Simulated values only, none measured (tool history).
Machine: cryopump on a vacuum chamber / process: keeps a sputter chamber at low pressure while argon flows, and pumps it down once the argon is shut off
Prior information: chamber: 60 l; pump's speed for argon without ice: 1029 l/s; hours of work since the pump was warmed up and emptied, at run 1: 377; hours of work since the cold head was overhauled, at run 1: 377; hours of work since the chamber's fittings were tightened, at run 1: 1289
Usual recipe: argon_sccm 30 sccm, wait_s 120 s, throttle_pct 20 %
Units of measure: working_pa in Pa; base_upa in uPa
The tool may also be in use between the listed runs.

run	hour	argon_sccm	wait_s	throttle_pct	hours of work since the pump was warmed up and emptied	hours of work since the cold head was overhauled	hours of work since the chamber's fittings were tightened	working_pa	base_upa
1	0	30	120	20	377	377	1289	0.2526	2.1
2	26.8	30	120	20	392	392	1304	0.2524	2.12
3	47.5	30	120	20	403	403	1316	0.2516	2.13
4	70	30	120	20	416	416	1328	0.2531	2.16
5	94.1	30	120	20	429	429	1342	0.2554	2.17
6	105.4	30	120	20	436	436	1348	0.2535	2.24
7	125.3	30	120	29	447	447	1359	0.178	2.18
8	138.8	30	120	29	454	454	1367	0.1788	2.31
9	158.2	30	120	29	465	465	1377	0.1796	2.18
10	180.9	30	120	29	478	478	1390	0.1773	2.34
11	202.8	30	120	29	490	490	1402	0.1782	2.28
12	225.2	30	120	29	502	502	1415	0.1775	2.27
13	247.8	30	120	29	515	515	1427	0.1767	2.22
14	273.3	30	120	29	529	529	1442	0.1787	2.29
15	299.4	30	120	29	544	544	1456	0.1796	2.31
16	313.8	30	111	20	552	552	1464	0.256	2.37
17	324.7	30	120	20	558	558	1470	0.2558	2.29
18	347.3	30	120	20	570	570	1483	0.2567	2.31
19	361	30	120	20	578	578	1490	0.2564	2.3
20	384.4	30	120	20	591	591	1503	0.2565	2.29
21	395.4	30	120	20	597	597	1510	0.2593	2.34
22	409.8	30	234	16	605	605	1518	0.3189	1.88
23	432.3	30	234	16	618	618	1530	0.3182	1.81
24	443.4	27	71	16	624	624	1536	0.2874	3.15
25	462.2	27	71	16	635	635	1547	0.2873	3.21
26	478.9	38	120	34	644	644	1556	0.2004	2.39
27	505.2	38	120	34	658	658	1571	0.2001	2.37
28	524.3	42	46	20	669	669	1581	0.364	4.2
29	538.2	42	46	20	677	677	1589	0.3632	4.12
30	565	13	80	24	692	692	1604	0.0939	3.04
31	583.6	56	66	15	702	702	1615	0.6349	3.3
32	595.9	32	32	18	709	709	1621	0.3038	5.42
33	608	26	186	18	716	716	1628	0.25	2.09
34	619.5	14	144	16	722	722	1635	0.1519	2.36
35	643.6	14	144	16	736	736	1648	0.1496	2.3

Here are 3 independent what-if runs from the current tool condition. What would each one return?
A	664.8	19	144	16	747	747	1660	?	?
B	664.8	14	54	60	747	747	1660	?	?
C	664.8	14	43	29	747	747	1660	?	?

run	working_pa	base_upa
A	0.2048	2.27
B	0.045	3.8
C	0.086	4.37
With no hidden state in the tool, these same runs would have given:
run	working_pa	base_upa
A	0.1959	1.12
B	0.0385	2.63
C	0.0795	3.21
